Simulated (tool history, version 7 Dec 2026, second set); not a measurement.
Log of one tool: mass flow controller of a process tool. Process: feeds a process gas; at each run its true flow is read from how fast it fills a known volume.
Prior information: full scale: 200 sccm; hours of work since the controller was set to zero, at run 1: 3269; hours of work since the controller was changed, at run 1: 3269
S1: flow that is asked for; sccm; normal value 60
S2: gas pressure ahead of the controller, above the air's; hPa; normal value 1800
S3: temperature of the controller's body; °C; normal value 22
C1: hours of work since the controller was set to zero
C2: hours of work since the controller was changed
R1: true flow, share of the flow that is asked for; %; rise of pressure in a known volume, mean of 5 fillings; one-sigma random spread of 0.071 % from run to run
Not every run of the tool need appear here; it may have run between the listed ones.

run 1 hour=0 | S1=60 S2=1800 S3=22 | C1=3269 C2=3269 | R1=98.71
run 2 hour=204 | S1=60 S2=1800 S3=22 | C1=3344 C2=3344 | R1=98.64
run 3 hour=436.1 | S1=60 S2=1800 S3=20 | C1=3429 C2=3429 | R1=98.77
run 4 hour=696 | S1=60 S2=1800 S3=20 | C1=3525 C2=3525 | R1=98.79
run 5 hour=930.2 | S1=60 S2=1800 S3=20 | C1=3611 C2=3611 | R1=98.78
run 6 hour=1040.5 | S1=39 S2=1800 S3=22 | C1=3651 C2=3651 | R1=97.41
run 7 hour=1176.9 | S1=60 S2=1400 S3=22 | C1=3701 C2=3701 | R1=98.81
run 8 hour=1386.3 | S1=60 S2=1400 S3=22 | C1=3778 C2=3778 | R1=98.64
run 9 hour=1512 | S1=60 S2=1400 S3=22 | C1=3824 C2=3824 | R1=98.78
run 10 hour=1642.3 | S1=44 S2=1800 S3=22 | C1=3872 C2=3872 | R1=97.8
run 11 hour=1910.2 | S1=44 S2=1800 S3=22 | C1=3971 C2=3971 | R1=97.67
run 12 hour=2168.5 | S1=44 S2=1800 S3=22 | C1=4066 C2=4066 | R1=97.61
run 13 hour=2400.2 | S1=44 S2=1800 S3=22 | C1=4151 C2=4151 | R1=97.65
run 14 hour=2515.9 | S1=32 S2=1800 S3=22 | C1=4193 C2=4193 | R1=96.35
run 15 hour=2719.8 | S1=144 S2=2130 S3=21 | C1=4268 C2=4268 | R1=100.24
run 16 hour=2978 | S1=144 S2=2130 S3=21 | C1=4363 C2=4363 | R1=100.14
run 17 hour=3174.7 | S1=178 S2=2130 S3=35 | C1=4435 C2=4435 | R1=99.74
run 18 hour=3342.5 | S1=60 S2=2670 S3=38 | C1=4497 C2=4497 | R1=97.22
run 19 hour=3537.4 | S1=60 S2=2670 S3=38 | C1=4568 C2=4568 | R1=97.18
run 20 hour=3668.5 | S1=111 S2=2190 S3=34 | C1=4617 C2=4617 | R1=99.04
run 21 hour=3891.4 | S1=111 S2=2190 S3=34 | C1=4699 C2=4699 | R1=98.95
run 22 hour=4087.7 | S1=111 S2=2190 S3=34 | C1=4771 C2=4771 | R1=99.08
run 23 hour=4248 | S1=91 S2=2090 S3=22 | C1=4830 C2=4830 | R1=99.35
run 24 hour=4421.4 | S1=113 S2=1490 S3=33 | C1=4893 C2=4893 | R1=99.33
run 25 hour=4560.3 | S1=23 S2=1680 S3=39 | C1=4944 C2=4944 | R1=92.76
run 26 hour=4755.1 | S1=23 S2=1580 S3=27 | C1=5016 C2=5016 | R1=93.4
run 27 hour=4870.5 | S1=60 S2=2200 S3=22 | C1=5058 C2=5058 | R1=98.22

Forecast each of these 5 alternatives for the next run:
run A hour=5036.6 | S1=67 S2=2200 S3=22 | C1=5119 C2=5119 | R1=?
run B hour=5036.6 | S1=39 S2=2530 S3=27 | C1=5119 C2=5119 | R1=?
run C hour=5036.6 | S1=193 S2=1440 S3=33 | C1=5119 C2=5119 | R1=?
run D hour=5036.6 | S1=37 S2=1800 S3=39 | C1=5119 C2=5119 | R1=?
run E hour=5036.6 | S1=102 S2=1800 S3=22 | C1=5119 C2=5119 | R1=?

run=A R1=98.44
run=B R1=96.19
run=C R1=100.42
run=D R1=95.27
run=E R1=99.66
Without the tool's hidden state the same runs would have given:
run=A R1=99.36
run=B R1=98.92
run=C R1=99.7
run=D R1=98.23
run=E R1=99.72

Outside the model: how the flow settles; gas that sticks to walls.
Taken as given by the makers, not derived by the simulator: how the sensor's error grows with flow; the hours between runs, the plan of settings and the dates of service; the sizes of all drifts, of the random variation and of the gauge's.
